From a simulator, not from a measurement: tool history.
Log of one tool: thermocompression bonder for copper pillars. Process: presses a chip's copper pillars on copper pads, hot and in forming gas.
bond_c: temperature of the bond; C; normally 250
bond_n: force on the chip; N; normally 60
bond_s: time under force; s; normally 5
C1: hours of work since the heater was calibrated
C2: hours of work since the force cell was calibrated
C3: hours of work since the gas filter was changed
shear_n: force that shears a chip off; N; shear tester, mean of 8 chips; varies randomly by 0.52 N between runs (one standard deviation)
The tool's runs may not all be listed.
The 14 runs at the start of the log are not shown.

Run 15, hour 377.3: usual settings but bond_c 259 C; C1 893; C2 841; C3 115. Result: shear_n 100.6 N.
Run 16, hour 415.0: usual settings but bond_c 259 C; C1 913; C2 862; C3 136. Result: shear_n 100.0 N.
Run 17, hour 438.1: usual settings but bond_c 259 C; C1 926; C2 875; C3 148. Result: shear_n 99.1 N.
Run 18, hour 464.1: usual settings but bond_c 259 C; C1 940; C2 889; C3 163. Result: shear_n 99.1 N.
At hour 483.7: forming gas filter changed.
Run 19, hour 495.9: usual settings; C1 958; C2 906; C3 7. Result: shear_n 90.8 N.
Run 20, hour 531.7: usual settings but bond_c 274 C, bond_n 51 N, bond_s 4 s; C1 977; C2 926; C3 26. Result: shear_n 102.6 N.
Run 21, hour 550.5: usual settings but bond_c 238 C, bond_s 10 s; C1 988; C2 936; C3 37. Result: shear_n 94.0 N.
Run 22, hour 583.8: usual settings but bond_c 239 C, bond_n 48 N, bond_s 8 s; C1 1006; C2 954; C3 55. Result: shear_n 79.1 N.
Run 23, hour 621.4: usual settings but bond_c 239 C, bond_n 48 N, bond_s 8 s; C1 1026; C2 975; C3 76. Result: shear_n 78.6 N.
Run 24, hour 645.3: usual settings but bond_c 252 C, bond_n 68 N, bond_s 4 s; C1 1040; C2 988; C3 89. Result: shear_n 92.4 N.
Run 25, hour 684.3: usual settings but bond_s 14 s; C1 1061; C2 1009; C3 110. Result: shear_n 114.6 N.
Run 26, hour 712.2: usual settings but bond_c 249 C, bond_n 86 N, bond_s 4 s; C1 1076; C2 1025; C3 126. Result: shear_n 99.8 N.
Run 27, hour 734.5: usual settings but bond_c 275 C, bond_n 57 N, bond_s 13 s; C1 1089; C2 1037; C3 138. Result: shear_n 126.7 N.
Run 28, hour 768.0: usual settings but bond_c 229 C, bond_n 53 N, bond_s 8 s; C1 1107; C2 1055; C3 156. Result: shear_n 71.2 N.
At hour 800.9: forming gas filter changed.
Run 29, hour 801.9: usual settings but bond_n 46 N, bond_s 7 s; C1 1125; C2 1074; C3 1. Result: shear_n 87.1 N.
Run 30, hour 819.8: usual settings but bond_c 255 C, bond_n 55 N, bond_s 10 s; C1 1135; C2 1084; C3 10. Result: shear_n 107.8 N.
Run 31, hour 858.6: usual settings but bond_c 255 C, bond_n 55 N, bond_s 10 s; C1 1156; C2 1105; C3 32. Result: shear_n 107.4 N.
Run 32, hour 888.5: usual settings but bond_c 255 C, bond_n 55 N, bond_s 4 s; C1 1173; C2 1121; C3 48. Result: shear_n 86.4 N.
Run 33, hour 910.5: usual settings but bond_c 228 C, bond_s 12 s; C1 1185; C2 1133; C3 60. Result: shear_n 86.2 N.
Run 34, hour 941.7: usual settings but bond_c 272 C, bond_n 51 N, bond_s 4 s; C1 1202; C2 1151; C3 77. Result: shear_n 102.0 N.
Run 35, hour 974.3: usual settings but bond_n 84 N; C1 1220; C2 1168; C3 95. Result: shear_n 104.5 N.
Run 36, hour 1015.0: usual settings but bond_n 41 N; C1 1242; C2 1191; C3 118. Result: shear_n 73.3 N.
Run 37, hour 1053.9: usual settings but bond_s 15 s; C1 1264; C2 1212; C3 139. Result: shear_n 114.4 N.
Run 38, hour 1072.3: usual settings but bond_s 6 s; C1 1274; C2 1222; C3 149. Result: shear_n 94.3 N.

What if the next run were any one of these 5? Each begins from the tool's condition after run 38:
Run A, hour 1095.8: usual settings but bond_c 233 C, bond_n 37 N; C1 1287; C2 1235; C3 162. Result: shear_n ?.
Run B, hour 1095.8: usual settings but bond_s 13 s; C1 1287; C2 1235; C3 162. Result: shear_n ?.
Run C, hour 1095.8: usual settings but bond_c 222 C, bond_n 41 N, bond_s 4 s; C1 1287; C2 1235; C3 162. Result: shear_n ?.
Run D, hour 1095.8: usual settings but bond_c 228 C, bond_n 73 N, bond_s 4 s; C1 1287; C2 1235; C3 162. Result: shear_n ?.
Run E, hour 1095.8: usual settings but bond_c 235 C; C1 1287; C2 1235; C3 162. Result: shear_n ?.

run  shear_n
  A     50.9
  B    112.0
  C     39.7
  D     68.3
  E     73.1
Stripped of hidden state, with their random variation kept, the same runs would have yielded:
run  shear_n
  A     51.1
  B    112.4
  C     39.9
  D     68.6
  E     73.4

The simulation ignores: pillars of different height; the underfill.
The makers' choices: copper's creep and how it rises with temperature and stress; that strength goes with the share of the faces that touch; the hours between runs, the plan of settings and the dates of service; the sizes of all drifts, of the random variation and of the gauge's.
